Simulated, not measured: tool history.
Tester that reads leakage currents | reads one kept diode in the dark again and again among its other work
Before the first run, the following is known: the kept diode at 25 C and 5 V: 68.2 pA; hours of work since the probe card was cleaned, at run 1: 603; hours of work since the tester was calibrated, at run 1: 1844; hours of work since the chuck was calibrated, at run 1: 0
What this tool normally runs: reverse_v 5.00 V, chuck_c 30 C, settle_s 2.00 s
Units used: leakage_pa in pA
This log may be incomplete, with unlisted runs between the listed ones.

run	day	reverse_v	chuck_c	settle_s	hours of work since the probe card was cleaned	hours of work since the tester was calibrated	hours of work since the chuck was calibrated	leakage_pa
1	0.000	5.00	30	2.00	603	1844	0	107.98
2	8.446	5.00	30	3.33	754	1995	151	108.28
3	15.975	5.00	29	2.00	888	2130	285	100.41
4	23.692	5.00	37	2.00	1026	2267	423	202.29
5	28.850	5.00	30	2.00	1119	2360	515	111.90
6	36.696	5.00	30	2.00	1259	2500	656	112.07
7	45.446	5.00	30	2.00	1415	2656	812	113.63
8	51.038	5.00	30	2.00	1515	2756	912	114.30
9	57.562	5.00	30	2.00	1631	2873	1028	114.96
10	62.250	5.00	30	2.00	1715	2956	1112	116.45
11	66.762	1.18	30	2.00	1796	3037	1193	49.86
12	70.975	1.18	30	2.00	1871	3112	1268	49.59
13	74.946	1.18	30	2.00	1942	3183	1339	50.26
14	79.046	5.00	38	2.00	2015	3256	1412	231.77
15	87.438	5.00	26	2.00	2165	3406	1562	84.79
16	96.596	17.23	30	2.00	2329	3570	1726	257.53
17	104.817	17.23	30	2.00	2476	3717	1873	258.50
# day 113.029: chuck's temperature calibrated
18	113.533	1.59	30	2.00	2630	3871	9	56.73
# day 115.825: probe card cleaned and baked
19	119.100	1.94	30	2.00	59	3968	106	61.61
20	125.408	5.00	30	2.00	171	4081	219	108.02
# day 129.754: tester calibrated
21	129.754	2.00	30	2.00	247	0	295	64.57
22	137.108	7.03	57	1.91	379	131	426	1217.16
23	143.779	1.10	36	4.91	498	251	546	77.67
24	151.021	1.12	21	5.30	627	380	675	20.68
25	154.929	1.12	31	0.31	697	450	745	52.32
26	161.762	1.12	27	1.54	819	572	867	36.55
27	170.833	1.12	27	1.54	981	734	1029	36.84
28	177.142	1.12	27	1.54	1094	847	1142	37.39
29	183.467	1.12	42	1.54	1207	960	1255	134.49
30	188.771	1.12	56	1.38	1302	1054	1350	406.15
31	193.092	5.00	28	6.36	1379	1132	1427	99.16
32	199.079	5.00	28	2.57	1486	1239	1534	100.61
33	205.071	5.00	30	1.57	1593	1346	1641	120.47
34	211.112	5.00	30	1.57	1701	1454	1749	120.96
35	216.708	5.00	22	1.57	1801	1554	1849	61.54
36	225.012	1.70	59	2.00	1949	1702	1997	666.61
# day 225.942: chuck's temperature calibrated
37	230.117	2.03	41	1.53	2039	1792	75	165.63
38	237.600	2.03	41	1.53	2173	1925	208	167.08
39	241.946	2.15	41	0.41	2250	2003	286	172.95
40	248.067	2.15	33	0.41	2360	2112	395	89.91

Consider 4 possible next runs. They are alternatives, not a sequence: every one starts from the tool as it was left by run 40. What does each give?
A	257.154	2.21	33	2.00	2522	2275	558	?
B	257.154	2.15	35	4.96	2522	2275	558	?
C	257.154	15.33	46	5.04	2522	2275	558	?
D	257.154	1.68	31	0.79	2522	2275	558	?

run	leakage_pa
A	91.48
B	106.47
C	831.86
D	65.93
What these runs would have given with no unlogged condition in the tool:
run	leakage_pa
A	87.70
B	102.56
C	804.17
D	63.10
